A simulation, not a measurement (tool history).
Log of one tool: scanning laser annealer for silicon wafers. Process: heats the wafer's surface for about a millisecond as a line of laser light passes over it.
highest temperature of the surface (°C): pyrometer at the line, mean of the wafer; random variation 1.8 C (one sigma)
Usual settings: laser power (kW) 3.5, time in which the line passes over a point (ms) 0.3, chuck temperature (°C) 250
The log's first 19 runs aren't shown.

run	hour	laser power (kW)	time in which the line passes over a point (ms)	chuck temperature (°C)	hours of work since the window was cleaned	hours of work since the power meter was calibrated	hours of work since the optics were aligned	highest temperature of the surface (°C)
20	1385.9	3.5	0.255	250	219	3775	374	937
21	1456.9	3.5	0.255	250	273	3829	427	934
22	1519.6	3.5	0.23	241	320	3876	474	884
23	1567.1	3.319	0.254	251	355	3911	510	876
24	1610.6	3.319	0.254	251	388	3944	542	876
25	1668.5	3.319	0.254	251	431	3987	586	872
# hour 1677.5: window over the wafer cleaned
26	1739.7	3.319	0.254	251	47	4039	638	898
27	1784.8	3.228	0.3	250	81	4073	672	924
28	1875.3	3.228	0.3	250	148	4141	739	919
29	1964.9	3.42	0.268	222	216	4208	807	898
30	2049.9	3.42	0.268	222	279	4272	870	893
31	2094	3.42	0.268	222	312	4305	903	890
32	2179.3	3.108	0.226	255	376	4369	967	788
# hour 2263.7: window over the wafer cleaned
33	2277.7	3.256	0.334	255	11	4441	1040	981
34	2367.1	3.5	0.258	275	78	4508	1107	968
35	2464.1	3.5	0.258	275	150	4581	1180	960
36	2521.7	3.803	0.3	220	194	4624	1223	1041
37	2576	3.803	0.3	220	234	4665	1263	1035
38	2653.3	3.369	0.249	220	292	4723	1321	847
39	2730.8	3.369	0.249	220	350	4781	1380	842
40	2811.1	3.369	0.249	220	411	4841	1440	838
# hour 2845.3: window over the wafer cleaned
# hour 2859: optics aligned, line set to its width
41	2872.6	3.5	0.3	234	17	4882	10	998

3 ways to go on from here, each from the tool as it stands after run 41. What would each give?
A	2913.9	3.185	0.3	250	48	4913	41	?
B	2913.9	3.172	0.3	234	48	4913	41	?
C	2913.9	3.323	0.217	250	48	4913	41	?

run	highest temperature of the surface (°C)
A	923
B	903
C	850
Without the tool's hidden state the same runs would have given:
run	highest temperature of the surface (°C)
A	947
B	927
C	871

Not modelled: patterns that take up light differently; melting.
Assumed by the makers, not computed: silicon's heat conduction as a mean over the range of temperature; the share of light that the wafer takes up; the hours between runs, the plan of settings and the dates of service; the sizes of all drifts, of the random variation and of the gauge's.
